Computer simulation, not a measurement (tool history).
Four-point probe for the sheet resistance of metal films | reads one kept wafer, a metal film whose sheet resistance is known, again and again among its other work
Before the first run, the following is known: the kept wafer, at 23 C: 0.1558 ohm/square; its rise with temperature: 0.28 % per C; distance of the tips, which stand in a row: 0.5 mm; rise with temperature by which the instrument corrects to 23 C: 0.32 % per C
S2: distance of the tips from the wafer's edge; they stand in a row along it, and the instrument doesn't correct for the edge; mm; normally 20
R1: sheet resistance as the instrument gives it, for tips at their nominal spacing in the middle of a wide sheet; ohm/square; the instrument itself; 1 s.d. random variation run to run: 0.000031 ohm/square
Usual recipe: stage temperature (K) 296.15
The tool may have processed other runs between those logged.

Run 1, hour 0: usual settings. Result: R1 0.157376 ohm/square.
Run 2, hour 28.6: usual settings. Result: R1 0.15737 ohm/square.
Run 3, hour 56.7: usual settings. Result: R1 0.157379 ohm/square.
Run 4, hour 70: usual settings but stage temperature (K) 304.15. Result: R1 0.156857 ohm/square.
Run 5, hour 94.3: usual settings but stage temperature (K) 304.15. Result: R1 0.156827 ohm/square.
Run 6, hour 113.3: usual settings but stage temperature (K) 304.15. Result: R1 0.156893 ohm/square.
Run 7, hour 135.5: usual settings but stage temperature (K) 304.15, S2 49 mm. Result: R1 0.156844 ohm/square.
Run 8, hour 159.7: usual settings but stage temperature (K) 295.15. Result: R1 0.15756 ohm/square.
Run 9, hour 186: usual settings but stage temperature (K) 295.15. Result: R1 0.15762 ohm/square.
Run 10, hour 200.3: usual settings but stage temperature (K) 295.15. Result: R1 0.1576 ohm/square.
Run 11, hour 222.6: usual settings but stage temperature (K) 295.15. Result: R1 0.157614 ohm/square.
Run 12, hour 250.9: usual settings but stage temperature (K) 295.15. Result: R1 0.15768 ohm/square.
Run 13, hour 272: usual settings. Result: R1 0.157578 ohm/square.
Run 14, hour 291.7: usual settings. Result: R1 0.157649 ohm/square.
Run 15, hour 318.7: usual settings but S2 5 mm. Result: R1 0.158413 ohm/square.
Run 16, hour 341.8: usual settings but stage temperature (K) 292.15. Result: R1 0.158014 ohm/square.
Run 17, hour 362: usual settings but stage temperature (K) 292.15. Result: R1 0.158064 ohm/square.
Run 18, hour 385.6: usual settings but stage temperature (K) 292.15. Result: R1 0.158046 ohm/square.
At hour 388.6: new probe head fitted.
Run 19, hour 407: usual settings but stage temperature (K) 300.15. Result: R1 0.156368 ohm/square.
Run 20, hour 423.9: usual settings but S2 28 mm. Result: R1 0.156647 ohm/square.
Run 21, hour 447.1: usual settings but stage temperature (K) 297.15, S2 14 mm. Result: R1 0.156654 ohm/square.
Run 22, hour 478.1: usual settings but stage temperature (K) 293.15, S2 44 mm. Result: R1 0.156909 ohm/square.
Run 23, hour 506.5: usual settings but stage temperature (K) 293.15, S2 63 mm. Result: R1 0.156894 ohm/square.
Run 24, hour 525.7: usual settings but stage temperature (K) 297.15, S2 7 mm. Result: R1 0.157106 ohm/square.
Run 25, hour 550.8: usual settings but stage temperature (K) 301.15, S2 5 mm. Result: R1 0.157211 ohm/square.
Run 26, hour 571.8: usual settings but stage temperature (K) 297.15, S2 17 mm. Result: R1 0.156739 ohm/square.
Run 27, hour 592.4: usual settings but stage temperature (K) 293.15, S2 6 mm. Result: R1 0.157577 ohm/square.
Run 28, hour 613.7: usual settings but stage temperature (K) 291.15, S2 9 mm. Result: R1 0.157391 ohm/square.
Run 29, hour 638.5: usual settings but stage temperature (K) 297.15, S2 5 mm. Result: R1 0.157575 ohm/square.
Run 30, hour 654.7: usual settings but stage temperature (K) 292.15, S2 5 mm. Result: R1 0.157936 ohm/square.
Run 31, hour 670.1: usual settings but stage temperature (K) 292.15, S2 5 mm. Result: R1 0.157952 ohm/square.
Run 32, hour 702.6: usual settings but stage temperature (K) 305.15, S2 50 mm. Result: R1 0.156179 ohm/square.
Run 33, hour 719.4: usual settings but stage temperature (K) 294.15, S2 3 mm. Result: R1 0.159404 ohm/square.
Run 34, hour 746.1: usual settings but stage temperature (K) 294.15, S2 3 mm. Result: R1 0.159393 ohm/square.
Run 35, hour 766.3: usual settings but stage temperature (K) 291.15, S2 31 mm. Result: R1 0.157314 ohm/square.
Run 36, hour 798: usual settings but stage temperature (K) 291.15, S2 31 mm. Result: R1 0.157409 ohm/square.
Run 37, hour 821.7: usual settings but stage temperature (K) 300.15. Result: R1 0.156816 ohm/square.
Run 38, hour 852.5: usual settings but stage temperature (K) 304.15, S2 30 mm. Result: R1 0.156492 ohm/square.

Forecast each of these 5 alternatives for the next run:
Run A, hour 881.8: usual settings but stage temperature (K) 298.15, S2 24 mm. Result: R1 ?.
Run B, hour 881.8: usual settings but stage temperature (K) 291.15, S2 9 mm. Result: R1 ?.
Run C, hour 881.8: usual settings but S2 46 mm. Result: R1 ?.
Run D, hour 881.8: usual settings but stage temperature (K) 301.15, S2 18 mm. Result: R1 ?.
Run E, hour 881.8: usual settings but stage temperature (K) 304.15, S2 55 mm. Result: R1 ?.

run        R1
  A  0.156947
  B  0.157646
  C   0.15703
  D   0.15676
  E  0.156479
Without the tool's hidden state the same runs would have given:
run        R1
  A  0.155704
  B  0.156395
  C  0.155786
  D   0.15552
  E  0.155242

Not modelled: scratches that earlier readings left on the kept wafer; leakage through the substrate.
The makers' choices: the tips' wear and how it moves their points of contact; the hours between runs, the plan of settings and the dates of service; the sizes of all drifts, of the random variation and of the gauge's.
